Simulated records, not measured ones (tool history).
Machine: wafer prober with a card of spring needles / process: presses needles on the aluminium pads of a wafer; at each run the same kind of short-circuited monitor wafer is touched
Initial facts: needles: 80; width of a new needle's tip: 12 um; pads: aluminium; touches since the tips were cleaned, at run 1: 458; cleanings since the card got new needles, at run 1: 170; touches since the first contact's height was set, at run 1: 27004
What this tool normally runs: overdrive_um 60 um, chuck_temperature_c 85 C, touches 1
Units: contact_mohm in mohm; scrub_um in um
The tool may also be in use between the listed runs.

| run | hour | overdrive_um | chuck_temperature_c | touches | touches since the tips were cleaned | cleanings since the card got new needles | touches since the first contact's height was set | contact_mohm | scrub_um |
|---|---|---|---|---|---|---|---|---|---|
| 1 | 0 | 60 | 85 | 1 | 458 | 170 | 27004 | 132 | 10.89 |
|  | 5.9 | tips cleaned on abrasive film |
|  | 11.7 | tips cleaned on abrasive film |
|  | 17.6 | tips cleaned on abrasive film |
|  | 23.5 | tips cleaned on abrasive film |
|  | 30.8 | tips cleaned on abrasive film |
|  | 36.6 | tips cleaned on abrasive film |
|  | 43.9 | tips cleaned on abrasive film |
|  | 49.8 | tips cleaned on abrasive film |
|  | 57.1 | tips cleaned on abrasive film |
| 2 | 57.8 | 60 | 85 | 1 | 344 | 179 | 53893 | 132 | 10.81 |
|  | 63.7 | tips cleaned on abrasive film |
|  | 69.6 | tips cleaned on abrasive film |
|  | 75.4 | tips cleaned on abrasive film |
|  | 82.7 | tips cleaned on abrasive film |
|  | 90 | tips cleaned on abrasive film |
|  | 95.9 | tips cleaned on abrasive film |
|  | 103.2 | tips cleaned on abrasive film |
|  | 109.1 | tips cleaned on abrasive film |
| 3 | 110.9 | 46 | 85 | 1 | 852 | 187 | 78568 | 146 | 7.95 |
|  | 115.3 | tips cleaned on abrasive film |
|  | 122.6 | tips cleaned on abrasive film |
|  | 128.5 | tips cleaned on abrasive film |
|  | 134.3 | tips cleaned on abrasive film |
|  | 141.7 | tips cleaned on abrasive film |
|  | 147.5 | tips cleaned on abrasive film |
|  | 153.4 | tips cleaned on abrasive film |
| 4 | 153.9 | 46 | 85 | 1 | 251 | 194 | 98557 | 139 | 7.86 |
|  | 159.8 | tips cleaned on abrasive film |
|  | 165.6 | tips cleaned on abrasive film |
|  | 171.5 | tips cleaned on abrasive film |
|  | 178.8 | tips cleaned on abrasive film |
|  | 184.7 | tips cleaned on abrasive film |
|  | 190.5 | tips cleaned on abrasive film |
|  | 197.9 | tips cleaned on abrasive film |
|  | 203.7 | tips cleaned on abrasive film |
|  | 209.6 | tips cleaned on abrasive film |
|  | 216.9 | tips cleaned on abrasive film |
|  | 224.2 | tips cleaned on abrasive film |
|  | 231.5 | tips cleaned on abrasive film |
|  | 237.4 | tips cleaned on abrasive film |
|  | 244.7 | tips cleaned on abrasive film |
|  | 252 | tips cleaned on abrasive film |
|  | 259 | tips cleaned on abrasive film |
| 5 | 259 | 46 | 85 | 1 | 0 | 210 | 147426 | 139 | 7.6 |
|  | 266.3 | tips cleaned on abrasive film |
|  | 272.2 | tips cleaned on abrasive film |
|  | 279.5 | tips cleaned on abrasive film |
|  | 285.3 | tips cleaned on abrasive film |
|  | 291.2 | tips cleaned on abrasive film |
|  | 298.5 | tips cleaned on abrasive film |
|  | 304.4 | tips cleaned on abrasive film |
|  | 307.6 | height of the first contact set anew |
|  | 312 | tips cleaned on abrasive film |
|  | 317.8 | tips cleaned on abrasive film |
|  | 325.2 | tips cleaned on abrasive film |
| 6 | 328.2 | 60 | 85 | 1 | 1417 | 220 | 9585 | 144 | 10.92 |
|  | 331.1 | tips cleaned on abrasive film |
|  | 338.5 | tips cleaned on abrasive film |
|  | 345.8 | tips cleaned on abrasive film |
|  | 351.6 | tips cleaned on abrasive film |
|  | 358.9 | tips cleaned on abrasive film |
|  | 366.2 | tips cleaned on abrasive film |
|  | 372.1 | tips cleaned on abrasive film |
|  | 378.4 | tips cleaned on abrasive film |
| 7 | 378.4 | 60 | 85 | 1 | 0 | 228 | 32951 | 128 | 10.86 |
|  | 385.7 | tips cleaned on abrasive film |
|  | 393 | tips cleaned on abrasive film |
|  | 400.3 | tips cleaned on abrasive film |
|  | 406.2 | tips cleaned on abrasive film |
|  | 412.1 | tips cleaned on abrasive film |
|  | 419.4 | tips cleaned on abrasive film |
|  | 426.7 | tips cleaned on abrasive film |
|  | 434 | tips cleaned on abrasive film |
|  | 439.9 | tips cleaned on abrasive film |
|  | 445.7 | tips cleaned on abrasive film |
| 8 | 449.4 | 60 | 85 | 2 | 1738 | 238 | 65998 | 139 | 10.65 |
|  | 452.4 | tips cleaned on abrasive film |
|  | 458.3 | tips cleaned on abrasive film |
|  | 465.6 | tips cleaned on abrasive film |
|  | 472.9 | tips cleaned on abrasive film |
|  | 478.7 | tips cleaned on abrasive film |
|  | 486 | tips cleaned on abrasive film |
|  | 493.3 | tips cleaned on abrasive film |
|  | 500.7 | tips cleaned on abrasive film |
|  | 508 | tips cleaned on abrasive film |
|  | 515.3 | tips cleaned on abrasive film |
|  | 521.7 | tips cleaned on abrasive film |
|  | 533.7 | card fitted with new needles |
| 9 | 533.7 | 60 | 85 | 2 | 0 | 0 | 0 | 122 | 11.06 |
|  | 539.6 | tips cleaned on abrasive film |
|  | 545.5 | tips cleaned on abrasive film |
|  | 551.3 | tips cleaned on abrasive film |
|  | 557.2 | tips cleaned on abrasive film |
|  | 564.5 | tips cleaned on abrasive film |
|  | 571.8 | tips cleaned on abrasive film |
| 10 | 577.5 | 42 | 51 | 1 | 2707 | 6 | 20405 | 151 | 7.53 |
|  | 579.1 | tips cleaned on abrasive film |
|  | 586.4 | tips cleaned on abrasive film |
|  | 593.7 | tips cleaned on abrasive film |
|  | 599.5 | tips cleaned on abrasive film |
|  | 606.9 | tips cleaned on abrasive film |
|  | 612.7 | tips cleaned on abrasive film |
|  | 620 | tips cleaned on abrasive film |
|  | 625.9 | tips cleaned on abrasive film |
|  | 633.2 | tips cleaned on abrasive film |
|  | 639.1 | tips cleaned on abrasive film |
|  | 644.9 | tips cleaned on abrasive film |
|  | 652.2 | tips cleaned on abrasive film |
| 11 | 653.9 | 42 | 51 | 1 | 809 | 18 | 55927 | 134 | 7.43 |
|  | 658.4 | tips cleaned on abrasive film |
|  | 664.2 | tips cleaned on abrasive film |
|  | 671.5 | tips cleaned on abrasive film |
|  | 678.9 | tips cleaned on abrasive film |
|  | 686.2 | tips cleaned on abrasive film |
|  | 693.5 | tips cleaned on abrasive film |
|  | 699.3 | tips cleaned on abrasive film |
|  | 705.2 | tips cleaned on abrasive film |
|  | 711.1 | tips cleaned on abrasive film |
|  | 718.4 | tips cleaned on abrasive film |
|  | 725.7 | tips cleaned on abrasive film |
|  | 731.5 | tips cleaned on abrasive film |
|  | 737.4 | tips cleaned on abrasive film |
| 12 | 742.1 | 42 | 51 | 1 | 2224 | 31 | 96950 | 148 | 7.13 |
|  | 743.6 | tips cleaned on abrasive film |
|  | 749.5 | tips cleaned on abrasive film |
|  | 756.8 | tips cleaned on abrasive film |
|  | 762.7 | tips cleaned on abrasive film |
|  | 770 | tips cleaned on abrasive film |
|  | 775.9 | tips cleaned on abrasive film |
|  | 783.2 | tips cleaned on abrasive film |
|  | 789 | tips cleaned on abrasive film |
|  | 796.3 | tips cleaned on abrasive film |
| 13 | 798.1 | 78 | 85 | 2 | 827 | 40 | 122959 | 126 | 13.8 |
|  | 802.5 | tips cleaned on abrasive film |
|  | 808.4 | tips cleaned on abrasive film |
|  | 815.7 | tips cleaned on abrasive film |
|  | 821.5 | tips cleaned on abrasive film |
|  | 827.4 | tips cleaned on abrasive film |
|  | 833.3 | tips cleaned on abrasive film |
|  | 840.6 | tips cleaned on abrasive film |
|  | 847.9 | tips cleaned on abrasive film |
| 14 | 851.9 | 78 | 84 | 2 | 1914 | 48 | 148015 | 128 | 13.59 |
|  | 854.9 | tips cleaned on abrasive film |
|  | 862.2 | tips cleaned on abrasive film |
|  | 869.5 | tips cleaned on abrasive film |
|  | 875.4 | tips cleaned on abrasive film |
|  | 881.3 | tips cleaned on abrasive film |
|  | 888.6 | tips cleaned on abrasive film |
|  | 894.4 | tips cleaned on abrasive film |
|  | 899.1 | height of the first contact set anew |
|  | 902 | tips cleaned on abrasive film |
|  | 909.4 | tips cleaned on abrasive film |
|  | 915.2 | tips cleaned on abrasive film |
|  | 922.5 | tips cleaned on abrasive film |
|  | 929.8 | tips cleaned on abrasive film |
|  | 935.7 | tips cleaned on abrasive film |
| 15 | 940.7 | 78 | 84 | 2 | 2354 | 61 | 19370 | 128 | 14.27 |
|  | 942.2 | tips cleaned on abrasive film |
|  | 948.1 | tips cleaned on abrasive film |
|  | 955.4 | tips cleaned on abrasive film |
|  | 961.3 | tips cleaned on abrasive film |
|  | 968.6 | tips cleaned on abrasive film |
|  | 974.4 | tips cleaned on abrasive film |
|  | 981.7 | tips cleaned on abrasive film |
|  | 987.6 | tips cleaned on abrasive film |
|  | 993.5 | tips cleaned on abrasive film |
|  | 1000.8 | tips cleaned on abrasive film |
|  | 1006.6 | tips cleaned on abrasive film |
|  | 1013.9 | tips cleaned on abrasive film |
|  | 1021.2 | tips cleaned on abrasive film |
|  | 1027.1 | tips cleaned on abrasive film |
|  | 1033 | tips cleaned on abrasive film |
|  | 1040.3 | tips cleaned on abrasive film |
| 16 | 1044.7 | 77 | 84 | 2 | 2099 | 77 | 67753 | 128 | 13.84 |

Expected results for the next run?
|  | 1046.3 | tips cleaned on abrasive film |
|  | 1052.1 | tips cleaned on abrasive film |
|  | 1059.4 | tips cleaned on abrasive film |
|  | 1066.7 | tips cleaned on abrasive film |
|  | 1072.6 | tips cleaned on abrasive film |
|  | 1079.9 | tips cleaned on abrasive film |
|  | 1087.2 | tips cleaned on abrasive film |
|  | 1094.5 | tips cleaned on abrasive film |
|  | 1101.8 | tips cleaned on abrasive film |
|  | 1109.1 | tips cleaned on abrasive film |
| 17 | 1112.3 | 77 | 65 | 1 | 1487 | 87 | 99187 | ? | ? |

contact_mohm: 127 mohm
scrub_um: 13.53 um
Were there no unlogged condition in the tool, this run, its random variation unchanged, would have produced contact_mohm 118 mohm, scrub_um 14.09 um.

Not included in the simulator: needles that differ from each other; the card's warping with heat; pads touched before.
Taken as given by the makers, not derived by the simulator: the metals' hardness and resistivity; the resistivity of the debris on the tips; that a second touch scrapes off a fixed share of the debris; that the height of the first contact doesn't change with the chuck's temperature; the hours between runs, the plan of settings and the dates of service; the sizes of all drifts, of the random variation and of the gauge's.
